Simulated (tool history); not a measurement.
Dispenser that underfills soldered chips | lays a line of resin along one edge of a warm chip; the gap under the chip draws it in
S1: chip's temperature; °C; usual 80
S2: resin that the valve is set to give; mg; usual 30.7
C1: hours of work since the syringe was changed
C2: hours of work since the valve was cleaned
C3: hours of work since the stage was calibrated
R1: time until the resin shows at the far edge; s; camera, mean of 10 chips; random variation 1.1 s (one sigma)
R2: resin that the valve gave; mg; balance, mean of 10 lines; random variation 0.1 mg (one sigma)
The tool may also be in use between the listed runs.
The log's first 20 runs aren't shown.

| run | hour | S1 | S2 | C1 | C2 | C3 | R1 | R2 |
|---|---|---|---|---|---|---|---|---|
| 21 | 146.7 | 69 | 30.7 | 3 | 14 | 163 | 192.7 | 30.55 |
|  | 149.8 | new syringe of resin |
| 22 | 152.4 | 69 | 29.6 | 2 | 18 | 167 | 175.6 | 29.5 |
| 23 | 156.3 | 79 | 32.7 | 5 | 21 | 170 | 155.7 | 32.58 |
|  | 157.3 | new syringe of resin |
| 24 | 163.4 | 88 | 27.4 | 4 | 26 | 175 | 111.5 | 27.4 |
|  | 164.8 | new syringe of resin |
| 25 | 171.4 | 72 | 32 | 5 | 31 | 180 | 191.1 | 31.61 |
|  | 172.3 | new syringe of resin |
| 26 | 178.7 | 66 | 37.5 | 5 | 36 | 186 | 233.7 | 37.16 |
|  | 180.3 | new syringe of resin |
| 27 | 184.5 | 67 | 29 | 3 | 40 | 190 | 213.5 | 28.37 |
|  | 188 | new syringe of resin |
| 28 | 193.7 | 67 | 29 | 4 | 47 | 196 | 229.6 | 28.68 |
|  | 195.8 | new syringe of resin |
| 29 | 200.8 | 67 | 31.1 | 4 | 52 | 201 | 217 | 30.61 |
|  | 203.3 | new syringe of resin |
| 30 | 206.1 | 65 | 28.8 | 2 | 55 | 205 | 205.3 | 28.26 |
|  | 210.9 | new syringe of resin |
| 31 | 213.3 | 68 | 34.4 | 2 | 60 | 210 | 179.1 | 33.63 |
|  | 218.5 | new syringe of resin |
| 32 | 219.7 | 68 | 34.4 | 1 | 65 | 214 | 165.7 | 33.78 |
|  | 226.1 | new syringe of resin |
| 33 | 226.1 | 86 | 37.4 | 0 | 69 | 218 | 80 | 36.54 |

Forecast each of these 4 alternatives for the next run:
| A | 232.8 | 86 | 27.2 | 5 | 74 | 223 | ? | ? |
| B | 232.8 | 84 | 37.4 | 5 | 74 | 223 | ? | ? |
| C | 232.8 | 70 | 38.9 | 5 | 74 | 223 | ? | ? |
| D | 232.8 | 73 | 30.7 | 5 | 74 | 223 | ? | ? |

| run | R1 | R2 |
|---|---|---|
| A | 124.3 | 26.61 |
| B | 126.5 | 36.59 |
| C | 205.4 | 37.99 |
| D | 194.4 | 29.96 |
Without the tool's hidden state the same runs would have given:
| run | R1 | R2 |
|---|---|---|
| A | 86.3 | 27.22 |
| B | 88.4 | 37.43 |
| C | 144.3 | 38.86 |
| D | 136 | 30.66 |

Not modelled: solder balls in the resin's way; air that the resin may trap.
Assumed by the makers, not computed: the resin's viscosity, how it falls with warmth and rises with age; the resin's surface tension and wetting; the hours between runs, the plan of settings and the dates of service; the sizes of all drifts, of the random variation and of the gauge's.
